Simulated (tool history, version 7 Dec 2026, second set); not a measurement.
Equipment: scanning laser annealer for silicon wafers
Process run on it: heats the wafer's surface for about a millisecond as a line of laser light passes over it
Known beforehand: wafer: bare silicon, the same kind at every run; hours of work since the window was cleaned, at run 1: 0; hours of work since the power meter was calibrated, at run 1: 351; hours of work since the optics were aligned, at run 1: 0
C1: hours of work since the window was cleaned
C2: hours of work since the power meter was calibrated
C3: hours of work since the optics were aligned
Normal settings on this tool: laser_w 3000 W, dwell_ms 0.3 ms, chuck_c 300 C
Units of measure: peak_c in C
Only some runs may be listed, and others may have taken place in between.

Run 1, hour 0: usual settings; C1 0; C2 351; C3 0. Result: peak_c 1110 C.
Run 2, hour 45.2: usual settings; C1 29; C2 381; C3 29. Result: peak_c 1107 C.
Run 3, hour 96: usual settings; C1 63; C2 414; C3 63. Result: peak_c 1103 C.
Run 4, hour 134.7: usual settings; C1 88; C2 439; C3 88. Result: peak_c 1104 C.
Run 5, hour 178.2: usual settings; C1 116; C2 467; C3 116. Result: peak_c 1105 C.
Run 6, hour 229.7: usual settings; C1 150; C2 501; C3 150. Result: peak_c 1099 C.
Run 7, hour 264.2: usual settings but dwell_ms 0.359 ms; C1 172; C2 524; C3 172. Result: peak_c 1176 C.
Run 8, hour 316.6: usual settings but dwell_ms 0.359 ms; C1 207; C2 558; C3 207. Result: peak_c 1171 C.
Run 9, hour 361.9: usual settings but dwell_ms 0.359 ms; C1 236; C2 587; C3 236. Result: peak_c 1172 C.
Run 10, hour 396.9: usual settings but dwell_ms 0.359 ms; C1 259; C2 610; C3 259. Result: peak_c 1169 C.
Run 11, hour 436.3: usual settings but dwell_ms 0.359 ms; C1 285; C2 636; C3 285. Result: peak_c 1168 C.
Run 12, hour 475.2: usual settings; C1 310; C2 661; C3 310. Result: peak_c 1086 C.
Run 13, hour 527.8: usual settings but laser_w 3003 W; C1 344; C2 696; C3 344. Result: peak_c 1083 C.
Run 14, hour 565.3: usual settings; C1 369; C2 720; C3 369. Result: peak_c 1078 C.
Run 15, hour 616.7: usual settings; C1 402; C2 754; C3 402. Result: peak_c 1078 C.
Run 16, hour 664.3: usual settings but dwell_ms 0.348 ms; C1 433; C2 785; C3 433. Result: peak_c 1139 C.
Run 17, hour 715.8: usual settings; C1 467; C2 818; C3 467. Result: peak_c 1070 C.
Run 18, hour 747: usual settings; C1 487; C2 839; C3 487. Result: peak_c 1070 C.
Run 19, hour 779.9: usual settings but laser_w 3202 W; C1 509; C2 860; C3 509. Result: peak_c 1130 C.
Run 20, hour 805.9: usual settings but laser_w 3202 W; C1 526; C2 877; C3 526. Result: peak_c 1128 C.
Run 21, hour 858.4: usual settings; C1 560; C2 911; C3 560. Result: peak_c 1064 C.
Run 22, hour 909.7: usual settings but dwell_ms 0.284 ms, chuck_c 315 C; C1 594; C2 945; C3 594. Result: peak_c 1053 C.
Run 23, hour 932.8: usual settings but laser_w 2979 W, dwell_ms 0.216 ms, chuck_c 267 C; C1 609; C2 960; C3 609. Result: peak_c 899 C.
Run 24, hour 975.1: usual settings but laser_w 3139 W; C1 636; C2 987; C3 636. Result: peak_c 1097 C.
Run 25, hour 1002.3: usual settings but laser_w 2772 W, chuck_c 322 C; C1 654; C2 1005; C3 654. Result: peak_c 1009 C.
Run 26, hour 1034.6: usual settings but laser_w 2805 W, dwell_ms 0.236 ms, chuck_c 335 C; C1 675; C2 1026; C3 675. Result: peak_c 941 C.
Run 27, hour 1083.8: usual settings but dwell_ms 0.311 ms, chuck_c 330 C; C1 707; C2 1058; C3 707. Result: peak_c 1091 C.
At hour 1134.8: window over the wafer cleaned.
Run 28, hour 1134.8: usual settings but dwell_ms 0.311 ms, chuck_c 330 C; C1 0; C2 1090; C3 739. Result: peak_c 1151 C.
Run 29, hour 1187.5: usual settings but laser_w 3091 W, dwell_ms 0.311 ms, chuck_c 262 C; C1 34; C2 1125; C3 774. Result: peak_c 1112 C.
Run 30, hour 1224.3: usual settings but dwell_ms 0.258 ms; C1 58; C2 1149; C3 798. Result: peak_c 1036 C.
Run 31, hour 1262.8: usual settings but dwell_ms 0.261 ms, chuck_c 289 C; C1 83; C2 1174; C3 823. Result: peak_c 1028 C.
Run 32, hour 1285.5: usual settings but dwell_ms 0.261 ms, chuck_c 289 C; C1 98; C2 1189; C3 838. Result: peak_c 1025 C.
Run 33, hour 1333.5: usual settings but laser_w 2814 W, dwell_ms 0.277 ms, chuck_c 269 C; C1 130; C2 1220; C3 869. Result: peak_c 972 C.
Run 34, hour 1383.4: usual settings but laser_w 2613 W, dwell_ms 0.27 ms, chuck_c 294 C; C1 162; C2 1252; C3 901. Result: peak_c 925 C.
Run 35, hour 1418.9: usual settings but laser_w 2613 W, dwell_ms 0.27 ms, chuck_c 294 C; C1 185; C2 1276; C3 925. Result: peak_c 921 C.
Run 36, hour 1453.6: usual settings but dwell_ms 0.331 ms, chuck_c 281 C; C1 208; C2 1298; C3 947. Result: peak_c 1112 C.
Run 37, hour 1487.9: usual settings but laser_w 3121 W, dwell_ms 0.331 ms, chuck_c 267 C; C1 230; C2 1321; C3 970. Result: peak_c 1140 C.
Run 38, hour 1517.4: usual settings but laser_w 3036 W, dwell_ms 0.229 ms, chuck_c 294 C; C1 250; C2 1340; C3 989. Result: peak_c 982 C.

Run 39, settings as shown, results not yet in. Your forecast:
Run 39, hour 1546.8: usual settings but laser_w 2570 W, dwell_ms 0.33 ms, chuck_c 294 C; C1 269; C2 1359; C3 1008. Result: peak_c ?.

{"run 39": {"peak_c": 976}}
Were there no unlogged condition in the tool, this run, its random variation unchanged, would have produced peak_c 1000 C.
